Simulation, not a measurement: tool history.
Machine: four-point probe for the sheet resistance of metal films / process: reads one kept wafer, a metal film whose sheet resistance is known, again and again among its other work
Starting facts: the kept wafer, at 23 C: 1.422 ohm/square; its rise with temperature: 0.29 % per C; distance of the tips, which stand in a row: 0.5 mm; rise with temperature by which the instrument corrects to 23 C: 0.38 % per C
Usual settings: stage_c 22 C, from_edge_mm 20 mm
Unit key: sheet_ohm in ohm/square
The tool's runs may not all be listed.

run	hour	stage_c	from_edge_mm	sheet_ohm
1	0.0	22	20	1.430855
2	13.1	22	20	1.431043
3	28.5	22	20	1.430579
4	41.8	22	20	1.430751
5	56.3	22	20	1.431256
6	64.7	23	20	1.429691
7	83.7	23	20	1.429882
# hour 85.0: stage's thermometer calibrated
8	101.1	23	20	1.429911
# hour 114.1: stage's thermometer calibrated, once more
9	117.8	29	20	1.422499
10	127.3	22	11	1.432530
11	144.7	22	20	1.431647
12	163.1	23	20	1.430823
13	181.4	21	5	1.440636
14	195.9	21	5	1.440038
15	212.2	31	54	1.420890
16	223.8	31	54	1.420290
17	234.2	19	23	1.435453
18	244.8	21	68	1.432942
19	257.7	30	30	1.421926
20	268.7	22	45	1.432381
21	278.2	33	5	1.426357
22	291.6	33	5	1.425905

Alternative continuations, all from the tool just after run 22; predict every row:
A	304.9	35	5	?
B	304.9	33	50	?
C	304.9	30	5	?
D	304.9	21	4	?

run	sheet_ohm
A	1.423867
B	1.418841
C	1.430243
D	1.445639
With the hidden condition removed and each run's random variation left untouched, the same runs would have given:
run	sheet_ohm
A	1.414985
B	1.409986
C	1.421318
D	1.436611

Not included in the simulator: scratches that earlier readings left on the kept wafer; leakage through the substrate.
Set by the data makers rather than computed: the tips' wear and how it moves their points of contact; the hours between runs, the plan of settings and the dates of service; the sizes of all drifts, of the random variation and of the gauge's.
